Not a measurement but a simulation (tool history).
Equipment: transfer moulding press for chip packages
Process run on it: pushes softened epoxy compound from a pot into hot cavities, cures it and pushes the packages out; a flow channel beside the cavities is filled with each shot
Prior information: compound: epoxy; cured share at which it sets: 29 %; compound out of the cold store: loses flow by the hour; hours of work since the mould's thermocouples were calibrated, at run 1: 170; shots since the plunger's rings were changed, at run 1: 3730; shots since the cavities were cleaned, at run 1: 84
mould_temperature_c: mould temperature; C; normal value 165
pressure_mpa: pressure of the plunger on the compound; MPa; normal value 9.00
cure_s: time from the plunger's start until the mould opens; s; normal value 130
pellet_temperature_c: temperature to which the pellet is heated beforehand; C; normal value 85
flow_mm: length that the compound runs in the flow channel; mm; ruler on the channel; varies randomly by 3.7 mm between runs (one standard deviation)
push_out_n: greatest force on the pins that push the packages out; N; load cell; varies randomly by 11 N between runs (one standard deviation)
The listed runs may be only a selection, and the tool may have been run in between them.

run,hour,mould_temperature_c,pressure_mpa,cure_s,pellet_temperature_c,hours of work since the mould's thermocouples were calibrated,shots since the plunger's rings were changed,shots since the cavities were cleaned,incoming compound's hours out of the cold store,flow_mm,push_out_n
1,0.0,165,9.00,130,85,170,3730,84,10.6,658,663
2,56.7,165,9.00,130,85,205,4255,609,43.6,523,918
# hour 62.7: cavities cleaned with cleaning compound and waxed
# hour 102.4: plunger's sealing rings changed
3,130.2,165,9.00,130,85,247,258,602,28.4,615,944
# hour 136.0: cavities cleaned with cleaning compound and waxed
4,166.1,165,9.00,130,85,267,576,278,33.4,590,758
# hour 207.4: cavities cleaned with cleaning compound and waxed
5,247.2,165,9.00,130,85,315,1314,369,25.6,619,810
# hour 281.7: cavities cleaned with cleaning compound and waxed
6,292.2,165,9.00,130,85,341,1717,97,18.1,646,685
7,349.4,165,9.00,130,85,376,2247,627,31.9,584,943
# hour 355.6: cavities cleaned with cleaning compound and waxed
8,422.9,165,9.00,130,85,419,2914,623,25.0,606,973
# hour 428.6: cavities cleaned with cleaning compound and waxed
9,494.0,165,9.00,130,85,461,3560,607,36.6,558,874
# hour 499.3: cavities cleaned with cleaning compound and waxed
# hour 553.4: mould's thermocouples calibrated
# hour 571.4: cavities cleaned with cleaning compound and waxed
10,571.9,165,9.00,130,95,10,4235,5,42.2,532,541
# hour 615.4: plunger's sealing rings changed
11,638.6,165,9.00,130,95,49,215,600,23.5,638,918
# hour 645.1: cavities cleaned with cleaning compound and waxed
12,676.5,163,9.00,130,85,71,552,291,42.4,571,852
# hour 717.2: cavities cleaned with cleaning compound and waxed
13,730.6,165,9.00,130,85,103,1040,125,39.6,571,677
14,768.5,165,9.00,130,85,125,1391,476,20.2,639,920
# hour 787.3: cavities cleaned with cleaning compound and waxed
15,802.6,165,9.00,130,85,145,1693,142,25.0,618,716
# hour 859.6: cavities cleaned with cleaning compound and waxed
16,873.3,165,9.00,130,85,187,2335,128,22.1,628,716
17,926.2,165,9.00,130,85,219,2824,617,20.8,625,968
# hour 931.8: cavities cleaned with cleaning compound and waxed
18,960.0,165,9.00,130,85,238,3123,261,44.8,531,778

Estimate the outcome of run 19 from the log above:
# hour 1002.8: cavities cleaned with cleaning compound and waxed
19,1006.2,169,8.13,148,92,265,3538,32,20.4,?,?

{"run 19": {"flow_mm": 580, "push_out_n": 483}}
With the hidden condition absent and the run-to-run variation left alone, this run would have shown flow_mm 608 mm, push_out_n 449 N.
